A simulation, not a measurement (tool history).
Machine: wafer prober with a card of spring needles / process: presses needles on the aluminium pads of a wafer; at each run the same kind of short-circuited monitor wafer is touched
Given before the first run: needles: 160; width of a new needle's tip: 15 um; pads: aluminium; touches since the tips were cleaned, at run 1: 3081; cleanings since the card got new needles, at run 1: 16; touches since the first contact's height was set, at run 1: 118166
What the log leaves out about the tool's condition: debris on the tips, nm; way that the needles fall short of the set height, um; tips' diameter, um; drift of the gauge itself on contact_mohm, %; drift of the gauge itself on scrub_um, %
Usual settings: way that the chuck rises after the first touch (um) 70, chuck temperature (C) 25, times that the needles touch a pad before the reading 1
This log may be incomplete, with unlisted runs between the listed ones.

run   hour  way that the chuck rises after the first touch (um)  chuck temperature (C)  times that the needles touch a pad before the reading  touches since the tips were cleaned  cleanings since the card got new needles  touches since the first contact's height was set  resistance of one needle with its contact and lead (mohm)  way that a needle slides on the pad (um)
  1    0.0                                                   70                     25                                                      1                                 3081                                        16                                            118166                                                        215                                     17.47
       6.5  -- tips cleaned on abrasive film
  2    8.4                                                   61                     25                                                      1                                 1031                                        17                                            122546                                                        209                                     15.02
  3   16.1                                                   61                     25                                                      1                                 5065                                        17                                            126580                                                        230                                     15.16
      18.2  -- tips cleaned on abrasive film
  4   25.3                                                   70                     25                                                      2                                 3741                                        18                                            131357                                                        203                                     17.36
      29.9  -- tips cleaned on abrasive film
  5   35.7                                                   70                     25                                                      2                                 3035                                        19                                            136786                                                        207                                     17.37
      41.6  -- tips cleaned on abrasive film
  6   48.7                                                   70                     25                                                      2                                 3714                                        20                                            143583                                                        209                                     17.31
      53.4  -- tips cleaned on abrasive film
  7   58.7                                                   70                     25                                                      2                                 2747                                        21                                            148780                                                        202                                     17.19
      59.8  -- height of the first contact set anew
      65.5  -- tips cleaned on abrasive film
  8   71.2                                                   70                     97                                                      2                                 2991                                        22                                              5915                                                        222                                     17.10
      77.7  -- tips cleaned on abrasive film
  9   81.9                                                   70                     97                                                      2                                 2228                                        23                                             11507                                                        220                                     16.72
      89.7  -- tips cleaned on abrasive film
 10   92.5                                                   70                     97                                                      2                                 1453                                        24                                             17040                                                        217                                     16.95
     102.1  -- tips cleaned on abrasive film
 11  105.4                                                   70                     97                                                      2                                 1729                                        25                                             23769                                                        218                                     16.62
 12  112.5                                                   70                     97                                                      2                                 5471                                        25                                             27511                                                        221                                     16.80

Run 13 comes next. What will it give?
     114.3  -- tips cleaned on abrasive film
     116.7  -- height of the first contact set anew, once more
 13  120.3                                                   70                     92                                                      1                                 3014                                        26                                              1894                                                          ?                                         ?

{"run 13": {"resistance of one needle with its contact and lead (mohm)": 223, "way that a needle slides on the pad (um)": 17.85}}
The same run, on a tool lacking any hidden state, would have yielded resistance of one needle with its contact and lead (mohm) 205, way that a needle slides on the pad (um) 17.85.
